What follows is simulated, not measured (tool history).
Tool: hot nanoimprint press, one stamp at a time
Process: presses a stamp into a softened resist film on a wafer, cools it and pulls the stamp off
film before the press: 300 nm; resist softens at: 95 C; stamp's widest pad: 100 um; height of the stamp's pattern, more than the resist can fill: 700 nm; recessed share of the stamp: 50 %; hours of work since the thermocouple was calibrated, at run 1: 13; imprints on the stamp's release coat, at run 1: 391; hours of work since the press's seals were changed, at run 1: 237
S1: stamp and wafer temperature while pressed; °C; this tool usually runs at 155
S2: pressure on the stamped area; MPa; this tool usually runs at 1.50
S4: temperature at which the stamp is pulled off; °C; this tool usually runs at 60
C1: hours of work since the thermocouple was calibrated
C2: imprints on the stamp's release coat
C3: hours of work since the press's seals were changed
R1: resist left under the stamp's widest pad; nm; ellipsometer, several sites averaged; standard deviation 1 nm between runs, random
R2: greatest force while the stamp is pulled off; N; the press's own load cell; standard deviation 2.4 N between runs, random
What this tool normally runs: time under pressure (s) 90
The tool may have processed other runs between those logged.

{"run": 1, "day": 0.0, "S1": 155, "S2": 1.5, "time under pressure (s)": 90, "S4": 60, "C1": 13, "C2": 391, "C3": 237, "R1": 161.5, "R2": 108}
{"run": 2, "day": 1.433, "S1": 145, "S2": 1.5, "time under pressure (s)": 90, "S4": 60, "C1": 29, "C2": 518, "C3": 253, "R1": 241.6, "R2": 107}
{"run": 3, "day": 3.504, "S1": 145, "S2": 1.5, "time under pressure (s)": 90, "S4": 60, "C1": 52, "C2": 702, "C3": 277, "R1": 239.8, "R2": 112}
{"run": 4, "day": 4.583, "S1": 145, "S2": 1.5, "time under pressure (s)": 90, "S4": 60, "C1": 64, "C2": 798, "C3": 289, "R1": 237.5, "R2": 107}
{"run": 5, "day": 6.133, "S1": 145, "S2": 1.5, "time under pressure (s)": 90, "S4": 60, "C1": 82, "C2": 935, "C3": 306, "R1": 241.4, "R2": 114}
{"run": 6, "day": 7.996, "S1": 145, "S2": 1.5, "time under pressure (s)": 90, "S4": 60, "C1": 102, "C2": 1101, "C3": 327, "R1": 241.2, "R2": 112}
{"run": 7, "day": 9.492, "S1": 145, "S2": 1.5, "time under pressure (s)": 90, "S4": 60, "C1": 119, "C2": 1234, "C3": 344, "R1": 240.0, "R2": 112}
{"run": 8, "day": 11.888, "S1": 145, "S2": 1.5, "time under pressure (s)": 90, "S4": 60, "C1": 146, "C2": 1447, "C3": 371, "R1": 239.5, "R2": 114}
{"run": 9, "day": 13.333, "S1": 145, "S2": 1.5, "time under pressure (s)": 90, "S4": 60, "C1": 162, "C2": 1575, "C3": 387, "R1": 239.6, "R2": 113}
{"run": 10, "day": 15.225, "S1": 145, "S2": 1.5, "time under pressure (s)": 90, "S4": 60, "C1": 184, "C2": 1743, "C3": 408, "R1": 237.6, "R2": 116}
{"run": 11, "day": 16.942, "S1": 155, "S2": 1.5, "time under pressure (s)": 71, "S4": 60, "C1": 203, "C2": 1895, "C3": 428, "R1": 175.3, "R2": 109}
{"day": 18.054, "done": "stamp cleaned and given a new release coat"}
{"run": 12, "day": 19.396, "S1": 155, "S2": 1.5, "time under pressure (s)": 90, "S4": 67, "C1": 228, "C2": 119, "C3": 452, "R1": 162.0, "R2": 97}
{"run": 13, "day": 20.375, "S1": 155, "S2": 1.5, "time under pressure (s)": 90, "S4": 67, "C1": 239, "C2": 206, "C3": 463, "R1": 159.5, "R2": 102}
{"run": 14, "day": 21.629, "S1": 155, "S2": 1.18, "time under pressure (s)": 90, "S4": 67, "C1": 253, "C2": 318, "C3": 478, "R1": 174.9, "R2": 103}
{"run": 15, "day": 23.962, "S1": 155, "S2": 1.18, "time under pressure (s)": 90, "S4": 67, "C1": 279, "C2": 525, "C3": 504, "R1": 175.5, "R2": 101}
{"run": 16, "day": 25.3, "S1": 155, "S2": 1.18, "time under pressure (s)": 90, "S4": 67, "C1": 294, "C2": 644, "C3": 519, "R1": 173.4, "R2": 107}
{"run": 17, "day": 26.617, "S1": 155, "S2": 1.18, "time under pressure (s)": 90, "S4": 67, "C1": 309, "C2": 761, "C3": 534, "R1": 175.0, "R2": 99}
{"run": 18, "day": 27.604, "S1": 160, "S2": 1.5, "time under pressure (s)": 93, "S4": 60, "C1": 320, "C2": 849, "C3": 545, "R1": 123.6, "R2": 108}
{"day": 28.471, "done": "plate thermocouple calibrated"}
{"run": 19, "day": 29.167, "S1": 155, "S2": 1.5, "time under pressure (s)": 92, "S4": 50, "C1": 8, "C2": 976, "C3": 561, "R1": 160.7, "R2": 126}
{"run": 20, "day": 30.367, "S1": 146, "S2": 1.16, "time under pressure (s)": 97, "S4": 64, "C1": 21, "C2": 1083, "C3": 574, "R1": 242.6, "R2": 107}
{"run": 21, "day": 31.621, "S1": 146, "S2": 1.16, "time under pressure (s)": 97, "S4": 64, "C1": 35, "C2": 1194, "C3": 588, "R1": 242.9, "R2": 105}
{"run": 22, "day": 32.683, "S1": 147, "S2": 1.5, "time under pressure (s)": 90, "S4": 53, "C1": 47, "C2": 1288, "C3": 600, "R1": 224.5, "R2": 122}
{"run": 23, "day": 34.654, "S1": 161, "S2": 1.5, "time under pressure (s)": 90, "S4": 53, "C1": 69, "C2": 1464, "C3": 623, "R1": 117.9, "R2": 118}
{"run": 24, "day": 36.742, "S1": 161, "S2": 1.5, "time under pressure (s)": 90, "S4": 53, "C1": 93, "C2": 1649, "C3": 646, "R1": 118.4, "R2": 118}
{"run": 25, "day": 38.629, "S1": 161, "S2": 1.5, "time under pressure (s)": 90, "S4": 53, "C1": 114, "C2": 1817, "C3": 667, "R1": 118.7, "R2": 118}
{"run": 26, "day": 39.871, "S1": 158, "S2": 1.53, "time under pressure (s)": 77, "S4": 60, "C1": 128, "C2": 1927, "C3": 681, "R1": 146.0, "R2": 112}
{"day": 40.679, "done": "stamp cleaned and given a new release coat"}
{"run": 27, "day": 42.475, "S1": 164, "S2": 1.27, "time under pressure (s)": 45, "S4": 59, "C1": 155, "C2": 159, "C3": 708, "R1": 143.2, "R2": 113}
{"run": 28, "day": 43.742, "S1": 164, "S2": 1.27, "time under pressure (s)": 45, "S4": 59, "C1": 169, "C2": 272, "C3": 722, "R1": 145.4, "R2": 110}
{"run": 29, "day": 45.962, "S1": 161, "S2": 1.78, "time under pressure (s)": 93, "S4": 55, "C1": 194, "C2": 469, "C3": 747, "R1": 107.1, "R2": 117}

Hidden condition of the tool, last listed run before each entry between runs versus first listed run after:
Runs 11 to 12: stamp cleaned and given a new release coat (day 18.054)
  grip of the stamp's worn release coat, % over a new coat's: 2 -> 0.1
Runs 18 to 19: plate thermocouple calibrated (day 28.471)
  true temperature over the reading, C: 0.05 -> 0.01; grip of the stamp's worn release coat, % over a new coat's: 0.8 -> 1
Runs 26 to 27: stamp cleaned and given a new release coat (day 40.679)
  grip of the stamp's worn release coat, % over a new coat's: 2 -> 0.2
